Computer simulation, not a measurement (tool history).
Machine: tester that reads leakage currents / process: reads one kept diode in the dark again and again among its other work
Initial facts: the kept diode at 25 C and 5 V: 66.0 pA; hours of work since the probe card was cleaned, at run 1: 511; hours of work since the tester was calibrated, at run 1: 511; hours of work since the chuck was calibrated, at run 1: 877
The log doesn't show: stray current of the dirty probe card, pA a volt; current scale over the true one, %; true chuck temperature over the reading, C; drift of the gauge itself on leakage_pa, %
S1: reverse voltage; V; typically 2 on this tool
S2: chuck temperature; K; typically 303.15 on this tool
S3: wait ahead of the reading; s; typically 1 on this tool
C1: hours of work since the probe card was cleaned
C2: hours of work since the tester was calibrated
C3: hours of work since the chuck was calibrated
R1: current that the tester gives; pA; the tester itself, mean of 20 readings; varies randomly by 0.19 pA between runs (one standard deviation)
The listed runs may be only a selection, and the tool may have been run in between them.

run    hour     S1      S2    S3    C1    C2    C3      R1
  1       0      2  303.15     1   511   511   877   66.25
  2   146.5      2  303.15     1   596   596   962   66.31
  3   275.6   1.35  303.15     1   671   671  1037   53.05
  4   489.4   1.35  303.15     1   794   794  1161   53.51
  5   731.3   1.35  303.15     1   934   934  1300   53.96
  6     939   1.35  303.15     1  1054  1054  1421   54.63
  7  1128.6      2  303.15  2.08  1164  1164  1530   68.57
  8  1404.2      2  303.15  2.08  1324  1324  1690   68.77
  9    1568      2  303.15  1.32  1418  1418  1784   70.25
 10  1848.9      2  303.15  1.32  1581  1581  1947   70.61
 11  2025.3      2  303.15  1.32  1683  1683  2049   71.39
 12  2149.1      2  303.15  1.32  1754  1754  2121   71.27
     2307.6  -- chuck's temperature calibrated
 13    2389      2  303.15     1  1892  1892    47   62.13
     2414.6  -- probe card cleaned and baked
 14  2672.2      2  303.15     1   149  2054   209   63.37
 15  2857.6      2  303.15  2.63   256  2161   316   63.58
 16  3026.8      2  294.15     1   354  2259   414   29.76
     3070.8  -- probe card cleaned and baked, once more
 17  3316.6      2  294.15     1   142  2425   580   28.31
     3518.8  -- tester calibrated
 18  3577.7      2  303.15  0.32   292    34   730   66.39
 19  3850.5      2  303.15     1   450   192   888   64.91
 20  4096.4      2  303.15     1   592   334  1030   65.58
 21  4377.8   6.62  312.15  0.39   755   497  1193  286.23
 22  4543.7    2.1  306.15  5.06   851   593  1289   88.19
 23    4665      2  306.15  0.84   921   663  1359   87.01
 24    4794      2  313.15  0.54   996   738  1434  156.25
 25  4959.2      2  313.15  0.54  1091   833  1529  156.45
 26  5202.9      2  313.15  0.54  1232   974  1670  158.59
 27    5356      2  332.15  9.28  1321  1063  1759   676.9
 28  5645.2  18.59  304.15  9.28  1488  1230  1926  273.44
 29  5839.5  18.59  304.15  9.28  1600  1342  2038  276.07
 30  6115.1  18.59  304.15  9.28  1760  1502  2198  278.97
     6155.4  -- chuck's temperature calibrated
 31  6259.5      2  311.15  2.45  1842  1584    60  122.04
 32  6454.6   1.06  303.15   0.4  1955  1697   173   44.26
 33  6609.1   3.11  311.15   0.4  2044  1786   262  160.96
 34  6902.2   4.38  303.15     1  2214  1956   432  101.61
 35  7068.5   5.17  299.15     1  2310  2052   528    80.6
 36  7320.1  11.08  322.15  8.74  2456  2198   674  805.81
 37  7497.7  11.08  300.15  8.74  2558  2300   776  138.59
     7575.9  -- probe card cleaned and baked
 38  7631.4  11.08  300.15  8.74    32  2376   852  131.15
 39  7831.2  16.26  300.15  1.46   148  2491   968  168.41

Hidden state at the last listed run before each entry between runs and at the first one after, where it differs:
In the gap between runs 12 and 13: chuck's temperature calibrated (hour 2307.6)
  stray current of the dirty probe card, pA a volt: 0.515 -> 0.555; current scale over the true one, %: -0.63 -> -0.69; true chuck temperature over the reading, C: 1.64 -> -0.03
  the result without the hidden state subtracted from the measured one, R1: +9.9 -> +0.46 pA
In the gap between runs 13 and 14: probe card cleaned and baked (hour 2414.6)
  stray current of the dirty probe card, pA a volt: 0.555 -> 0.821; current scale over the true one, %: -0.69 -> -0.75; true chuck temperature over the reading, C: -0.03 -> 0.09
  the result without the hidden state subtracted from the measured one, R1: +0.46 -> +1.62 pA
In the gap between runs 16 and 17: probe card cleaned and baked, once more (hour 3070.8)
  stray current of the dirty probe card, pA a volt: 0.876 -> 0.065; current scale over the true one, %: -0.84 -> -0.91; true chuck temperature over the reading, C: 0.23 -> 0.35
  the result without the hidden state subtracted from the measured one, R1: +2.04 -> +0.71 pA
In the gap between runs 17 and 18: tester calibrated (hour 3518.8)
  stray current of the dirty probe card, pA a volt: 0.065 -> 0.104; current scale over the true one, %: -0.91 -> 0.04; true chuck temperature over the reading, C: 0.35 -> 0.45
  the result without the hidden state subtracted from the measured one, R1: +0.71 -> +2.68 pA
In the gap between runs 30 and 31: chuck's temperature calibrated (hour 6155.4)
  stray current of the dirty probe card, pA a volt: 0.512 -> 0.535; current scale over the true one, %: -0.54 -> -0.58; true chuck temperature over the reading, C: 1.52 -> 0.02
  the result without the hidden state subtracted from the measured one, R1: +40.87 -> +0.57 pA
In the gap between runs 37 and 38: probe card cleaned and baked (hour 7575.9)
  stray current of the dirty probe card, pA a volt: 0.732 -> 0.03; current scale over the true one, %: -0.86 -> -0.89; true chuck temperature over the reading, C: 0.53 -> 0.58
  the result without the hidden state subtracted from the measured one, R1: +12.81 -> +5.62 pA
